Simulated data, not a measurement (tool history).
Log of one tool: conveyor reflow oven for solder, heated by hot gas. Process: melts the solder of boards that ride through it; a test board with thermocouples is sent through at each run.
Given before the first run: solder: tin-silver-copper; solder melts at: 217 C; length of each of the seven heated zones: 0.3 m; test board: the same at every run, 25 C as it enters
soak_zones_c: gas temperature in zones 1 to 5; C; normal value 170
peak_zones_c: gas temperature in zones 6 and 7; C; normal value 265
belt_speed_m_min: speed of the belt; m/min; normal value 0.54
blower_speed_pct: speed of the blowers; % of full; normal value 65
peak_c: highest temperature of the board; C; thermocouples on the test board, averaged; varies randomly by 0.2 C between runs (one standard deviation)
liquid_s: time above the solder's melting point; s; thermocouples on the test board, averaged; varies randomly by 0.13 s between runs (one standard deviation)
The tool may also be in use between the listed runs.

| run | hour | soak_zones_c | peak_zones_c | belt_speed_m_min | blower_speed_pct | peak_c | liquid_s |
|---|---|---|---|---|---|---|---|
| 1 | 0 | 170 | 265 | 0.54 | 65 | 251.7 | 49.4 |
| 2 | 43.2 | 170 | 265 | 0.54 | 65 | 251.7 | 49.5 |
|  | 103.2 | belt drive overhauled, speed set with a stopwatch |
| 3 | 103.2 | 170 | 265 | 0.54 | 65 | 251.3 | 48.2 |
| 4 | 155.4 | 184 | 265 | 0.54 | 65 | 253.6 | 54.2 |
| 5 | 212.9 | 184 | 265 | 0.54 | 65 | 253.9 | 54.1 |
| 6 | 237.6 | 184 | 265 | 0.54 | 65 | 253.8 | 54 |
| 7 | 274.5 | 184 | 265 | 0.54 | 65 | 253.8 | 54.2 |
| 8 | 327.8 | 170 | 265 | 0.54 | 65 | 251.1 | 48.2 |
| 9 | 353.1 | 170 | 265 | 0.54 | 65 | 251.2 | 48.2 |
| 10 | 382.9 | 170 | 265 | 0.54 | 65 | 250.5 | 48.3 |
|  | 411.3 | flux residue cleaned out of gas plates and filters |
| 11 | 435.6 | 170 | 265 | 0.54 | 83 | 256.3 | 52.6 |
| 12 | 481.3 | 170 | 265 | 0.54 | 83 | 256.4 | 52.5 |
| 13 | 535 | 169 | 265 | 0.468 | 65 | 257.2 | 61.1 |
| 14 | 569.5 | 156 | 265 | 0.54 | 67 | 251.8 | 45.5 |
| 15 | 602.4 | 170 | 265 | 0.54 | 50 | 250 | 47.2 |

3 options for the next run, each taken on its own from the tool as it stands now. Forecast them:
| A | 656.5 | 170 | 265 | 0.54 | 63 | ? | ? |
| B | 656.5 | 161 | 280 | 0.548 | 65 | ? | ? |
| C | 656.5 | 170 | 265 | 0.54 | 71 | ? | ? |

| run | peak_c | liquid_s |
|---|---|---|
| A | 252.9 | 49.9 |
| B | 265.1 | 52.8 |
| C | 254.2 | 50.6 |
The same runs, with their run-to-run variation unchanged, on a tool lacking any hidden condition would have given:
| run | peak_c | liquid_s |
|---|---|---|
| A | 251 | 48.8 |
| B | 263.4 | 51.9 |
| C | 252.4 | 49.6 |

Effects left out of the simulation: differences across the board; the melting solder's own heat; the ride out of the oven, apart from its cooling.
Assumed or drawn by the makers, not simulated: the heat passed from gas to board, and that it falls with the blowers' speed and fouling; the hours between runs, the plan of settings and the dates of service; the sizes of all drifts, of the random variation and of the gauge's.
